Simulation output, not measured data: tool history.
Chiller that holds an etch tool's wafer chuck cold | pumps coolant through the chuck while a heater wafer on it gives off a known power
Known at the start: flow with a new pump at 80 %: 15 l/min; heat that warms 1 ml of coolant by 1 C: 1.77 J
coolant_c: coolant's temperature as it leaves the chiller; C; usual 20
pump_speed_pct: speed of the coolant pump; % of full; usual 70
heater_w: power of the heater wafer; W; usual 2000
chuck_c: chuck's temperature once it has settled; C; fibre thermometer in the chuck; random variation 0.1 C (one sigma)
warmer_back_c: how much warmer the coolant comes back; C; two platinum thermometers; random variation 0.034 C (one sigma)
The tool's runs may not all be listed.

run   hour  coolant_c  pump_speed_pct  heater_w  chuck_c  warmer_back_c
  1      0         20              70      2000     38.7           5.56
  2   81.8         13              70      2000     31.9           5.55
  3  176.9         13              70      2000       32           5.56
  4    240         13              70      2000     32.3           5.54
  5  356.9         20              70      2000     39.2           5.61
  6  446.3         20              70      2000     39.4           5.59
  7  563.2         15              68      1685     31.5           4.91
  8    655         27              64      1685     44.4           5.18
       667  -- coolant pump overhauled
  9  746.9         25              98      1198     34.4           2.45
 10  825.4         15              98      1398     25.9           2.91
 11  923.5         15              98      1398       26           2.92
     963.9  -- coolant pump overhauled, once more
 12  981.5         13              98      1398     23.3            2.6

Forecast each of these 4 alternatives for the next run:
  A  1064.7         28              94      2900        ?              ?
  B  1064.7         20              77      1140        ?              ?
  C  1064.7         30              98      1332        ?              ?
  D  1064.7         13              88      1788        ?              ?

run  chuck_c  warmer_back_c
  A       50           5.68
  B     29.7           2.67
  C     39.8           2.44
  D     27.2           3.73
Without the tool's hidden state the same runs would have given:
run  chuck_c  warmer_back_c
  A       47           5.65
  B     28.5           2.66
  C     38.5           2.43
  D     25.3           3.72
